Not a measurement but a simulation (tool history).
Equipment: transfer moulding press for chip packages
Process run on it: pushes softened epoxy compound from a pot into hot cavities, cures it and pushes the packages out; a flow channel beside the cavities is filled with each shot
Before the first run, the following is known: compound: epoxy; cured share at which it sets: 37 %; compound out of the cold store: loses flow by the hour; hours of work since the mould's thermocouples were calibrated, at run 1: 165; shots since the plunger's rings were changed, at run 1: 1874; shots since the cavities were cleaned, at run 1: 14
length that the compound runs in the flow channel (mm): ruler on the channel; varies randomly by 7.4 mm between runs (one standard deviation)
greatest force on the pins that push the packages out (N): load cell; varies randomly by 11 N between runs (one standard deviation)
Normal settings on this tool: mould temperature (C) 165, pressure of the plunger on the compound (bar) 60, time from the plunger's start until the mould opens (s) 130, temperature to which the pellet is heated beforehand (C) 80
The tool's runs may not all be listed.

run    hour  mould temperature (C)  pressure of the plunger on the compound (bar)  time from the plunger's start until the mould opens (s)  temperature to which the pellet is heated beforehand (C)  hours of work since the mould's thermocouples were calibrated  shots since the plunger's rings were changed  shots since the cavities were cleaned  incoming compound's hours out of the cold store  length that the compound runs in the flow channel (mm)  greatest force on the pins that push the packages out (N)
  1       0                    165                                             60                                                      130                                                        80                                                            165                                          1874                                     14                                             31.6                                                     887                                                        568
  2    84.7                    165                                           61.5                                                      130                                                        80                                                            207                                          2479                                    619                                             10.6                                                     962                                                       1065
      150.7  -- cavities cleaned with cleaning compound and waxed
  3   174.8                    165                                           61.5                                                      130                                                        80                                                            250                                          3112                                    172                                             26.9                                                     888                                                        788
  4   264.6                    165                                           61.5                                                      130                                                        80                                                            294                                          3753                                    813                                             41.5                                                     846                                                       1055
      304.3  -- cavities cleaned with cleaning compound and waxed
  5   344.9                    165                                             60                                                      143                                                        80                                                            332                                          4316                                    290                                             35.2                                                     833                                                        786
  6   408.6                    165                                             60                                                      156                                                        80                                                            364                                          4771                                    745                                             27.3                                                     875                                                        857
      458.3  -- cavities cleaned with cleaning compound and waxed
  7   473.4                    165                                             60                                                      156                                                        80                                                            395                                          5223                                    108                                             15.1                                                     909                                                        574
  8   558.5                    165                                             60                                                      130                                                        80                                                            436                                          5831                                    716                                             25.8                                                     858                                                       1104
      598.8  -- plunger's sealing rings changed
  9   604.7                    165                                           58.4                                                      130                                                        80                                                            458                                            43                                   1028                                             37.3                                                     856                                                       1134
      611.2  -- cavities cleaned with cleaning compound and waxed
 10   696.2                    165                                           58.4                                                      130                                                        80                                                            502                                           686                                    607                                                9                                                     957                                                       1132
 11   755.2                    165                                           58.4                                                      130                                                        80                                                            531                                          1107                                   1028                                             18.2                                                     907                                                       1215
      762.4  -- cavities cleaned with cleaning compound and waxed
 12   806.6                    165                                           58.4                                                      130                                                        80                                                            555                                          1463                                    315                                             45.9                                                     830                                                        849
 13   853.7                    165                                           58.4                                                      130                                                        80                                                            578                                          1800                                    652                                             20.6                                                     909                                                       1093
      916.1  -- cavities cleaned with cleaning compound and waxed
 14   921.3                    165                                           58.4                                                      130                                                        80                                                            611                                          2272                                     37                                               39                                                     840                                                        571
 15  1001.3                    165                                           67.5                                                      116                                                        88                                                            650                                          2843                                    608                                             32.8                                                     912                                                       1284
 16  1053.1                    160                                           47.6                                                      130                                                        80                                                            675                                          3213                                    978                                             45.2                                                     756                                                       1605
     1063.8  -- mould's thermocouples calibrated
     1069.6  -- cavities cleaned with cleaning compound and waxed
 17  1123.7                    170                                             60                                                      130                                                        81                                                             29                                          3693                                    387                                             47.4                                                     796                                                        790
 18  1169.2                    170                                             60                                                      130                                                        81                                                             51                                          4017                                    711                                               25                                                     865                                                        906
 19  1212.1                    166                                             60                                                      130                                                        86                                                             72                                          4323                                   1017                                             31.1                                                     834                                                       1022

Estimate the outcome of run 20 from the log above:
       1224  -- cavities cleaned with cleaning compound and waxed
 20  1271.3                    166                                             60                                                      130                                                        86                                                            100                                          4736                                    338                                             15.6                                                       ?                                                          ?

length that the compound runs in the flow channel (mm): 890
greatest force on the pins that push the packages out (N): 806
Without the tool's hidden state the same run would have given length that the compound runs in the flow channel (mm) 934, greatest force on the pins that push the packages out (N) 472.
